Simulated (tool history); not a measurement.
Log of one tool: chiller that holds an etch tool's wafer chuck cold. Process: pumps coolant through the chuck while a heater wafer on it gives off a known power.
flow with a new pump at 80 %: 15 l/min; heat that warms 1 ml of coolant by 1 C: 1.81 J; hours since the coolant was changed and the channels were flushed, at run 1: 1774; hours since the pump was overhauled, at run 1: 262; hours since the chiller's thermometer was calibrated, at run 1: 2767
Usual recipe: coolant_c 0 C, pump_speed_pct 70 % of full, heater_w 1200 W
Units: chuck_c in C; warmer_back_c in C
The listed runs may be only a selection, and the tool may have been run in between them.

run,hour,coolant_c,pump_speed_pct,heater_w,hours since the coolant was changed and the channels were flushed,hours since the pump was overhauled,hours since the chiller's thermometer was calibrated,chuck_c,warmer_back_c
1,0.0,0,70,1200,1774,262,2767,16.0,3.10
2,49.2,0,70,1200,1823,311,2816,16.0,3.11
3,141.0,0,70,1200,1915,403,2908,16.3,3.07
4,220.6,0,93,1200,1994,482,2987,14.3,2.34
5,317.4,0,93,1200,2091,579,3084,14.3,2.26
6,431.4,0,70,1200,2205,693,3198,16.8,3.08
7,536.7,0,70,1200,2311,798,3303,16.6,3.07
8,595.7,0,70,1200,2370,857,3362,16.7,3.14
9,689.3,0,70,1200,2463,951,3456,17.1,3.20
10,745.7,0,70,1200,2520,1007,3512,17.1,3.20
11,843.3,0,70,1200,2617,1105,3610,17.3,3.15
# hour 909.2: chiller's thermometer calibrated
12,945.8,0,70,1200,2719,1206,37,16.3,3.23
13,1001.9,0,70,1039,2775,1263,93,14.1,2.80
14,1090.0,0,65,1039,2863,1351,181,15.0,3.00
15,1179.4,0,65,1039,2952,1440,270,14.9,3.03
16,1284.3,0,70,1333,3057,1545,375,18.8,3.62
17,1380.2,0,70,1333,3153,1641,471,19.1,3.62
18,1438.2,-5,98,1200,3211,1699,529,9.4,2.29
19,1533.3,0,70,1246,3306,1794,624,18.1,3.39
20,1606.4,3,70,1013,3379,1867,697,17.8,2.80
21,1682.3,3,70,1118,3455,1943,773,19.2,3.09
22,1766.0,3,95,611,3539,2027,857,10.9,1.19
23,1829.0,3,69,1049,3602,2090,920,18.6,2.94
24,1924.7,3,69,1049,3698,2185,1015,18.8,2.95
25,1983.2,-2,70,656,3756,2244,1074,8.0,1.86
26,2084.9,0,67,1405,3858,2346,1176,21.8,4.04
27,2200.9,0,67,1405,3974,2462,1292,22.1,4.10
28,2314.4,0,67,1405,4087,2575,1405,22.5,4.17
29,2361.7,-6,91,766,4135,2622,1452,4.6,1.60
30,2425.6,-6,91,766,4198,2686,1516,4.7,1.65
31,2531.2,-6,91,766,4304,2792,1622,4.9,1.63
32,2609.5,0,97,1200,4382,2870,1700,16.3,2.38
33,2697.9,4,77,714,4471,2959,1789,15.2,1.82

3 ways to go on from here, each from the tool as it stands after run 33. What would each give?
A,2752.6,10,70,1200,4525,3013,1843,?,?
B,2752.6,0,70,703,4525,3013,1843,?,?
C,2752.6,-7,84,1200,4525,3013,1843,?,?

run,chuck_c,warmer_back_c
A,29.2,3.44
B,11.5,1.98
C,10.8,2.86
Without the tool's unlogged condition, the same runs would have read:
run,chuck_c,warmer_back_c
A,23.5,3.08
B,8.0,1.77
C,5.6,2.56
